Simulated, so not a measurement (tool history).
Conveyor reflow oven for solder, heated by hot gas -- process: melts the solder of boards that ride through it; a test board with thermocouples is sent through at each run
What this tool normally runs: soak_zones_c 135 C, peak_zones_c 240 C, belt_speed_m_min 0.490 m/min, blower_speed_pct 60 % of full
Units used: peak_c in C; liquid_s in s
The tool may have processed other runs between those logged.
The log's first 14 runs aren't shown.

run   hour  soak_zones_c  peak_zones_c  belt_speed_m_min  blower_speed_pct  hours of work since the flux was cleaned out  hours of work since the belt drive was overhauled  hours of work since the thermocouples were changed  peak_c  liquid_s
 15  183.7           135           240             0.490                60                                            27                                                632                                                 435   214.8      59.8
 16  196.7           135           240             0.490                60                                            35                                                639                                                 443   214.3      59.9
 17  205.6           142           245             0.414                87                                            41                                                645                                                 448   230.7      91.6
 18  223.9           136           240             0.481                79                                            52                                                656                                                 460   219.1      67.2
 19  242.0           138           240             0.481                75                                            63                                                667                                                 471   219.8      66.9
 20  257.2           138           240             0.481                75                                            73                                                677                                                 480   218.6      67.1
 21  270.7           130           234             0.502                59                                            81                                                685                                                 489   206.6      47.2
 22  285.9           130           234             0.502                59                                            90                                                694                                                 498   206.6      48.0
 23  295.8           130           234             0.502                59                                            96                                                701                                                 504   206.9      47.4
 24  312.1           125           240             0.490                52                                           107                                                711                                                 514   207.7      50.1
 25  329.0           125           240             0.490                52                                           117                                                721                                                 524   208.3      48.0
 26  337.9           135           240             0.490                85                                           122                                                726                                                 530   219.4      66.9
 27  345.8           135           250             0.490                82                                           127                                                731                                                 535   227.7      70.8
 28  354.8           135           231             0.517                60                                           133                                                737                                                 540   204.5      44.8

Run 29, settings as shown, results not yet in. Your forecast:
 29  369.7           135           243             0.490                59                                           142                                                746                                                 550       ?         ?

Run 29 came out at peak_c 215.6 C, liquid_s 59.4 s.
With no hidden state in the tool, this same run would have given peak_c 218.9 C, liquid_s 62.0 s.

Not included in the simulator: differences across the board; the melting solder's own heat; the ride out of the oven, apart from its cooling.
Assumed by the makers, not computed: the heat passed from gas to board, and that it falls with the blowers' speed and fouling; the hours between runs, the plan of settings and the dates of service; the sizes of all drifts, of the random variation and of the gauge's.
